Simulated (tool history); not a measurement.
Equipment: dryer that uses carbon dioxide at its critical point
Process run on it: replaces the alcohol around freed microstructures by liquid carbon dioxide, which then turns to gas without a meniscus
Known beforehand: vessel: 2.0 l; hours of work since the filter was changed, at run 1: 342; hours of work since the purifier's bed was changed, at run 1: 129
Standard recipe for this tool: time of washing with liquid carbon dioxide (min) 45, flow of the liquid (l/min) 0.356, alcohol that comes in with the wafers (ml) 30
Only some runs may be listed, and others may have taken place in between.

| run | day | time of washing with liquid carbon dioxide (min) | flow of the liquid (l/min) | alcohol that comes in with the wafers (ml) | hours of work since the filter was changed | hours of work since the purifier's bed was changed | alcohol left in the vessel before it's heated (ppm by volume) |
|---|---|---|---|---|---|---|---|
| 1 | 0.000 | 45 | 0.356 | 30 | 342 | 129 | 104 |
| 2 | 1.188 | 45 | 0.356 | 30 | 357 | 144 | 111 |
| 3 | 2.321 | 45 | 0.356 | 30 | 371 | 158 | 102 |
| 4 | 3.500 | 45 | 0.356 | 30 | 386 | 173 | 117 |
| 5 | 4.562 | 45 | 0.356 | 30 | 400 | 186 | 125 |
| 6 | 5.250 | 45 | 0.356 | 30 | 408 | 195 | 126 |
| 7 | 6.062 | 45 | 0.377 | 30 | 419 | 205 | 123 |
| 8 | 6.821 | 45 | 0.356 | 30 | 428 | 215 | 139 |
| 9 | 8.017 | 45 | 0.356 | 30 | 444 | 230 | 138 |
| 10 | 8.646 | 45 | 0.356 | 30 | 451 | 238 | 143 |
| 11 | 9.154 | 45 | 0.396 | 30 | 458 | 245 | 117 |
|  | 9.971 | inlet filter changed |
| 12 | 10.150 | 56 | 0.396 | 30 | 2 | 257 | 103 |
| 13 | 11.412 | 56 | 0.396 | 30 | 18 | 273 | 109 |
| 14 | 12.138 | 56 | 0.396 | 30 | 27 | 282 | 103 |
| 15 | 12.921 | 57 | 0.356 | 30 | 37 | 292 | 112 |
| 16 | 13.592 | 57 | 0.356 | 30 | 46 | 300 | 126 |
| 17 | 14.162 | 51 | 0.356 | 30 | 53 | 307 | 136 |
| 18 | 15.096 | 51 | 0.356 | 30 | 65 | 319 | 136 |
| 19 | 16.038 | 51 | 0.356 | 30 | 77 | 331 | 139 |
| 20 | 17.292 | 45 | 0.356 | 30 | 93 | 347 | 174 |
| 21 | 17.962 | 45 | 0.356 | 23 | 101 | 355 | 166 |
| 22 | 18.796 | 45 | 0.356 | 81 | 112 | 366 | 250 |
| 23 | 19.338 | 45 | 0.356 | 81 | 119 | 373 | 247 |
| 24 | 20.492 | 45 | 0.356 | 68 | 133 | 388 | 239 |
| 25 | 21.475 | 43 | 0.356 | 68 | 146 | 400 | 264 |
| 26 | 22.388 | 45 | 0.356 | 29 | 157 | 411 | 188 |
| 27 | 23.129 | 45 | 0.356 | 29 | 167 | 421 | 195 |
| 28 | 24.317 | 45 | 0.356 | 21 | 182 | 436 | 193 |
| 29 | 24.892 | 54 | 0.259 | 30 | 189 | 443 | 272 |
| 30 | 25.971 | 32 | 0.420 | 22 | 203 | 457 | 241 |
| 31 | 26.992 | 45 | 0.515 | 47 | 215 | 470 | 162 |
| 32 | 27.508 | 28 | 0.462 | 92 | 222 | 476 | 562 |
| 33 | 28.633 | 64 | 0.356 | 103 | 236 | 491 | 191 |
| 34 | 29.321 | 64 | 0.356 | 103 | 245 | 499 | 195 |
| 35 | 30.146 | 45 | 0.356 | 26 | 255 | 510 | 207 |
| 36 | 31.233 | 29 | 0.240 | 31 | 269 | 523 | 1526 |
| 37 | 32.212 | 45 | 0.544 | 30 | 282 | 536 | 204 |
| 38 | 33.129 | 41 | 0.341 | 105 | 293 | 547 | 542 |
| 39 | 34.217 | 70 | 0.486 | 30 | 307 | 561 | 209 |
| 40 | 35.475 | 45 | 0.356 | 33 | 323 | 577 | 250 |
| 41 | 35.996 | 45 | 0.236 | 65 | 329 | 584 | 1007 |
| 42 | 36.612 | 56 | 0.356 | 30 | 337 | 592 | 219 |
| 43 | 37.492 | 30 | 0.356 | 26 | 348 | 603 | 489 |
| 44 | 38.538 | 30 | 0.234 | 26 | 362 | 616 | 1328 |
| 45 | 39.329 | 59 | 0.386 | 30 | 372 | 626 | 219 |
| 46 | 40.371 | 29 | 0.356 | 42 | 385 | 639 | 748 |
| 47 | 40.879 | 55 | 0.356 | 30 | 391 | 646 | 244 |

Run by run, hidden condition taken away, random variation retained:
The tool's hidden condition here consists of: flow that reaches the vessel past the clogged filter, %; alcohol in the recycled carbon dioxide, ppm; drift of the gauge itself on alcohol_ppm, %.
| run | alcohol left in the vessel before it's heated (ppm by volume) |
|---|---|
| 1 | 45 |
| 2 | 46 |
| 3 | 33 |
| 4 | 41 |
| 5 | 43 |
| 6 | 41 |
| 7 | 37 |
| 8 | 47 |
| 9 | 43 |
| 10 | 43 |
| 11 | 20 |
| 12 | 11 |
| 13 | 10 |
| 14 | 4 |
| 15 | 6 |
| 16 | 16 |
| 17 | 25 |
| 18 | 22 |
| 19 | 20 |
| 20 | 47 |
| 21 | 35 |
| 22 | 109 |
| 23 | 107 |
| 24 | 93 |
| 25 | 116 |
| 26 | 39 |
| 27 | 40 |
| 28 | 37 |
| 29 | 98 |
| 30 | 73 |
| 31 | 0 |
| 32 | 341 |
| 33 | 12 |
| 34 | 20 |
| 35 | 28 |
| 36 | 1236 |
| 37 | 18 |
| 38 | 291 |
| 39 | 13 |
| 40 | 41 |
| 41 | 690 |
| 42 | 9 |
| 43 | 240 |
| 44 | 1004 |
| 45 | 1 |
| 46 | 445 |
| 47 | 10 |

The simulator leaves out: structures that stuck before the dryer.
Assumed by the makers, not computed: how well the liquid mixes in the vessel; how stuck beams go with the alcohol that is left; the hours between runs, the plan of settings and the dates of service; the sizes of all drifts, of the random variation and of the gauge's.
